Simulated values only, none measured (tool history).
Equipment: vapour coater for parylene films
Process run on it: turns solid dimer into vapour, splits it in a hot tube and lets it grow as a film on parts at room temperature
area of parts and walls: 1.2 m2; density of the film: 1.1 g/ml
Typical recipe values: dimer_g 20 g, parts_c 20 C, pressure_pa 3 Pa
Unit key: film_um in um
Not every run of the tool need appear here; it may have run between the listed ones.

run 1 day=0 | dimer_g=20 parts_c=20 pressure_pa=3 | film_um=8.32
run 2 day=0.421 | dimer_g=20 parts_c=20 pressure_pa=3 | film_um=8.3
run 3 day=0.975 | dimer_g=20 parts_c=20 pressure_pa=3 | film_um=8.26
run 4 day=1.304 | dimer_g=20 parts_c=20 pressure_pa=3 | film_um=8.31
run 5 day=1.642 | dimer_g=20 parts_c=20 pressure_pa=3 | film_um=8.34
run 6 day=2.012 | dimer_g=20 parts_c=20 pressure_pa=3 | film_um=8.29
run 7 day=2.292 | dimer_g=20 parts_c=20 pressure_pa=3 | film_um=8.35
run 8 day=2.592 | dimer_g=20 parts_c=20 pressure_pa=3 | film_um=8.3
run 9 day=3.204 | dimer_g=20 parts_c=20 pressure_pa=3 | film_um=8.34
run 10 day=3.729 | dimer_g=20 parts_c=20 pressure_pa=3 | film_um=8.34
run 11 day=4.125 | dimer_g=20 parts_c=20 pressure_pa=3 | film_um=8.3
run 12 day=4.417 | dimer_g=20 parts_c=20 pressure_pa=3 | film_um=8.35
run 13 day=4.962 | dimer_g=20 parts_c=20 pressure_pa=3 | film_um=8.28
run 14 day=5.312 | dimer_g=20 parts_c=20 pressure_pa=3 | film_um=8.27
run 15 day=5.675 | dimer_g=20 parts_c=20 pressure_pa=3 | film_um=8.27
run 16 day=6.15 | dimer_g=20 parts_c=20 pressure_pa=3 | film_um=8.24
run 17 day=6.6 | dimer_g=20 parts_c=20 pressure_pa=3 | film_um=8.29
run 18 day=6.867 | dimer_g=20 parts_c=20 pressure_pa=3 | film_um=8.24
run 19 day=7.417 | dimer_g=20 parts_c=20 pressure_pa=3 | film_um=8.26
run 20 day=7.7 | dimer_g=33 parts_c=26 pressure_pa=4.55 | film_um=9.66
run 21 day=8.238 | dimer_g=20 parts_c=32 pressure_pa=3 | film_um=4.63
run 22 day=8.829 | dimer_g=15 parts_c=15 pressure_pa=4.04 | film_um=7.6
run 23 day=9.408 | dimer_g=15 parts_c=15 pressure_pa=4.04 | film_um=7.62
run 24 day=9.783 | dimer_g=11 parts_c=20 pressure_pa=7.06 | film_um=4
run 25 day=10.167 | dimer_g=20 parts_c=25 pressure_pa=3 | film_um=6.47
run 26 day=10.725 | dimer_g=25 parts_c=20 pressure_pa=2.65 | film_um=10.51
run 27 day=11.212 | dimer_g=19 parts_c=20 pressure_pa=11.48 | film_um=6.48
run 28 day=11.821 | dimer_g=19 parts_c=20 pressure_pa=11.48 | film_um=6.45
run 29 day=12.371 | dimer_g=19 parts_c=20 pressure_pa=11.48 | film_um=6.45
run 30 day=12.688 | dimer_g=19 parts_c=20 pressure_pa=11.48 | film_um=6.47
run 31 day=13.317 | dimer_g=19 parts_c=20 pressure_pa=2.27 | film_um=8.16
run 32 day=13.817 | dimer_g=19 parts_c=20 pressure_pa=2.27 | film_um=8.19
run 33 day=14.208 | dimer_g=19 parts_c=20 pressure_pa=2.27 | film_um=8.13
run 34 day=14.754 | dimer_g=19 parts_c=20 pressure_pa=2.27 | film_um=8.1
run 35 day=15.117 | dimer_g=19 parts_c=20 pressure_pa=2.75 | film_um=7.88
run 36 day=15.758 | dimer_g=19 parts_c=20 pressure_pa=2.75 | film_um=7.94
run 37 day=16.042 | dimer_g=27 parts_c=17 pressure_pa=3 | film_um=12.75

Some steps in film_um, run to run, broken into two amounts with sign: the step expected even without the hidden condition (settings, incoming material, random variation), and the rest, left for the hidden condition together with whatever gauge scatter is not in both the measured and the hidden-condition-free result:
What the log doesn't record here: vapour lost through the trap's worn valve, %; true temperature of the parts over the reading, C; drift of the gauge itself on film_um, %.
Run 1 -> 2: settings left as they were, no log entry in between. film_um -0.02 um: hidden state -0.01, all else -0.01.
Run 20 -> 21: dimer_g 33 -> 20, parts_c 26 -> 32, pressure_pa 4.55 -> 3. film_um -5.03 um: hidden state -0.02, all else -5.01.
Run 25 -> 26: dimer_g 20 -> 25, parts_c 25 -> 20, pressure_pa 3 -> 2.65. film_um +4.04 um: hidden state -0.01, all else +4.05.
Run 36 -> 37: dimer_g 19 -> 27, parts_c 20 -> 17, pressure_pa 2.75 -> 3. film_um +4.81 um: hidden state -0.02, all else +4.83.
